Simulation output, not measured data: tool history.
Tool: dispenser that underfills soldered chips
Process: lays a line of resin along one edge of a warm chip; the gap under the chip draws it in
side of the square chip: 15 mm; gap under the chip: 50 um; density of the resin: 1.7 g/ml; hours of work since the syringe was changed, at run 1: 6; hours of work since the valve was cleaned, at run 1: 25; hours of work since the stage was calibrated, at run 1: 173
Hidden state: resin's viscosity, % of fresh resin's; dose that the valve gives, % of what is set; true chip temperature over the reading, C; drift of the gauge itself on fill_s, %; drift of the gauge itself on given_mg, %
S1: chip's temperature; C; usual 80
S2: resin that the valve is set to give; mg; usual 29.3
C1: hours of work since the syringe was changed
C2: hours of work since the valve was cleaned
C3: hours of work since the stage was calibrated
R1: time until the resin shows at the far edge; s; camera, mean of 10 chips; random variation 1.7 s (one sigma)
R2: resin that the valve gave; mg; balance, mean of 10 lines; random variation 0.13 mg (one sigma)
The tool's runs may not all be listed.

run,hour,S1,S2,C1,C2,C3,R1,R2
1,0.0,80,29.3,6,25,173,270.2,28.45
# hour 1.6: new syringe of resin
2,3.2,80,29.3,1,27,175,200.3,28.42
3,8.4,80,36.4,5,31,179,245.3,35.27
# hour 11.4: new syringe of resin
4,13.2,80,26.3,1,34,182,200.8,25.42
5,18.6,80,26.3,5,38,186,266.0,25.28
# hour 21.5: new syringe of resin
6,23.8,80,27.3,2,42,190,208.9,26.06
7,30.4,80,29.3,6,47,194,278.1,28.28
# hour 31.9: new syringe of resin
8,34.5,80,34.1,2,50,197,207.7,32.53
9,38.2,80,34.1,5,52,200,248.8,32.20
# hour 42.2: new syringe of resin
10,42.2,74,34.1,0,55,203,250.1,32.15
11,48.7,74,34.1,5,60,207,338.4,32.24
# hour 52.2: new syringe of resin
12,53.1,74,34.1,1,63,210,261.6,31.83
13,58.7,74,34.1,5,67,214,344.0,31.82
# hour 62.2: new syringe of resin
14,63.6,80,29.3,1,70,218,204.2,27.28
15,69.5,80,25.0,5,75,222,278.8,23.29
# hour 72.2: new syringe of resin
# hour 76.0: dispensing valve cleaned and set on the balance
16,76.4,80,29.3,2,0,226,214.7,29.24
17,79.3,80,29.0,4,2,228,250.3,28.64
18,82.0,80,29.0,6,4,230,282.2,28.80
# hour 83.2: new syringe of resin
19,88.7,80,25.6,4,9,235,245.4,25.39
20,91.5,80,25.4,6,11,237,277.3,25.25
# hour 93.3: new syringe of resin
21,97.1,80,25.4,3,15,241,231.0,24.93
# hour 103.2: new syringe of resin
22,103.6,90,35.2,0,20,245,112.1,34.66
23,107.6,77,29.3,3,23,248,264.9,28.61
24,111.8,77,29.3,6,26,252,332.9,28.46
# hour 113.3: new syringe of resin
25,117.9,72,28.9,3,30,256,357.2,28.06
# hour 123.3: new syringe of resin
26,124.3,68,30.7,1,34,260,370.7,29.83
27,130.5,72,30.2,5,39,265,400.5,29.27
# hour 133.4: new syringe of resin
28,137.2,70,33.7,3,43,269,368.1,32.27
29,142.6,70,33.7,7,47,273,479.9,32.19
# hour 143.4: new syringe of resin
30,145.8,70,33.7,2,50,276,354.3,31.75
31,148.7,91,25.5,4,52,278,145.7,24.23
# hour 153.5: new syringe of resin
32,153.5,90,25.5,0,55,281,122.1,24.00
33,160.2,80,29.0,5,60,286,264.0,27.28
# hour 163.4: new syringe of resin
34,165.0,80,27.2,1,63,289,205.4,25.41

Forecast each of these 3 alternatives for the next run:
A,169.4,72,29.1,4,66,292,?,?
B,169.4,85,27.2,4,66,292,?,?
C,169.4,90,29.6,4,66,292,?,?

run,R1,R2
A,381.4,27.08
B,196.9,25.21
C,154.2,27.57
Without the tool's hidden state the same runs would have given:
run,R1,R2
A,257.8,29.00
B,133.7,27.02
C,105.4,29.53

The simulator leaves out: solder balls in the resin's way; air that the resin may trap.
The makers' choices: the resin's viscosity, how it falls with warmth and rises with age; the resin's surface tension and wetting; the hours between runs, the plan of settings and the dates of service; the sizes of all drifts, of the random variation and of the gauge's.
